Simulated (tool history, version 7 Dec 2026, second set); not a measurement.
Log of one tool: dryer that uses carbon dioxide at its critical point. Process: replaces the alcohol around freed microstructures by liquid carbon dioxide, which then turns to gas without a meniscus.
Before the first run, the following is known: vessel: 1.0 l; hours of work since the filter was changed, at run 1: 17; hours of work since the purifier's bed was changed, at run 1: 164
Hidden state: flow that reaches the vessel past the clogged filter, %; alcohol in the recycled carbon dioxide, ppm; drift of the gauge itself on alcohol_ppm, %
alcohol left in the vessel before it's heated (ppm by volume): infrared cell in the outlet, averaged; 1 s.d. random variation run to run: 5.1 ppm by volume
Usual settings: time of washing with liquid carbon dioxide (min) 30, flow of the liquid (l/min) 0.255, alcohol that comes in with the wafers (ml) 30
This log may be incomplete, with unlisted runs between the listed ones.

run	hour	time of washing with liquid carbon dioxide (min)	flow of the liquid (l/min)	alcohol that comes in with the wafers (ml)	hours of work since the filter was changed	hours of work since the purifier's bed was changed	alcohol left in the vessel before it's heated (ppm by volume)
1	0	30	0.255	30	17	164	72
2	19.4	30	0.255	30	27	173	88
3	36.2	30	0.255	30	35	182	79
4	64.6	30	0.255	30	49	196	90
5	88.9	30	0.255	30	61	208	90
6	102.4	30	0.255	30	68	214	101
7	132.4	30	0.255	30	83	229	108
8	163	40	0.255	30	98	244	33
9	177.6	40	0.255	30	105	251	42
10	193.7	40	0.255	30	113	259	41
11	209.6	40	0.255	30	121	267	42
12	231.8	30	0.255	30	132	278	133
13	253.3	30	0.255	30	142	289	138
14	277.9	46	0.255	30	154	301	25
15	303.5	46	0.255	30	167	314	33
16	327.9	46	0.255	30	179	326	31
17	346.2	30	0.255	44	188	335	247
18	358.7	30	0.255	44	194	341	242
19	380.1	30	0.255	44	205	351	261
# hour 396.7: inlet filter changed
20	396.9	30	0.255	44	0	359	106
21	414.6	30	0.255	96	9	368	208
22	445.5	38	0.204	22	24	383	84
23	460.5	46	0.204	22	31	391	48
24	489.6	21	0.215	30	46	405	866
25	515.7	21	0.215	30	59	418	918
26	533.8	23	0.242	57	68	427	742
27	559.4	30	0.235	117	80	439	525
28	587.6	46	0.291	51	94	453	48
29	610.1	46	0.291	51	105	464	40
30	639.2	39	0.159	81	120	479	903
31	655.1	44	0.24	33	128	487	57
32	685.5	44	0.24	33	143	502	69
33	699.4	21	0.24	70	149	509	1870
34	727.6	30	0.306	56	163	522	119
35	750.4	37	0.421	43	175	534	37
36	779.5	37	0.211	71	189	548	361
37	800	37	0.211	71	199	558	395
# hour 827.1: inlet filter changed
38	827.1	30	0.211	71	0	571	436
39	853.7	25	0.255	100	13	584	556
40	878.9	27	0.175	65	26	597	1511
41	895.5	34	0.286	25	34	605	70

Describe how what the log doesn't record of the tool's condition differs between the last listed run preceding each entry between runs and the first listed run following it.
Logged between run 19 and run 20: inlet filter changed (hour 396.7)
  flow that reaches the vessel past the clogged filter, %: 82.3 -> 99.7; alcohol in the recycled carbon dioxide, ppm: 33.3 -> 33.9
  the result without the hidden state subtracted from the measured one, alcohol left in the vessel before it's heated (ppm by volume): +186 -> +30
Logged between run 37 and run 38: inlet filter changed (hour 827.1)
  flow that reaches the vessel past the clogged filter, %: 82.5 -> 99.7; alcohol in the recycled carbon dioxide, ppm: 48.9 -> 50
  the result without the hidden state subtracted from the measured one, alcohol left in the vessel before it's heated (ppm by volume): +278 -> +51

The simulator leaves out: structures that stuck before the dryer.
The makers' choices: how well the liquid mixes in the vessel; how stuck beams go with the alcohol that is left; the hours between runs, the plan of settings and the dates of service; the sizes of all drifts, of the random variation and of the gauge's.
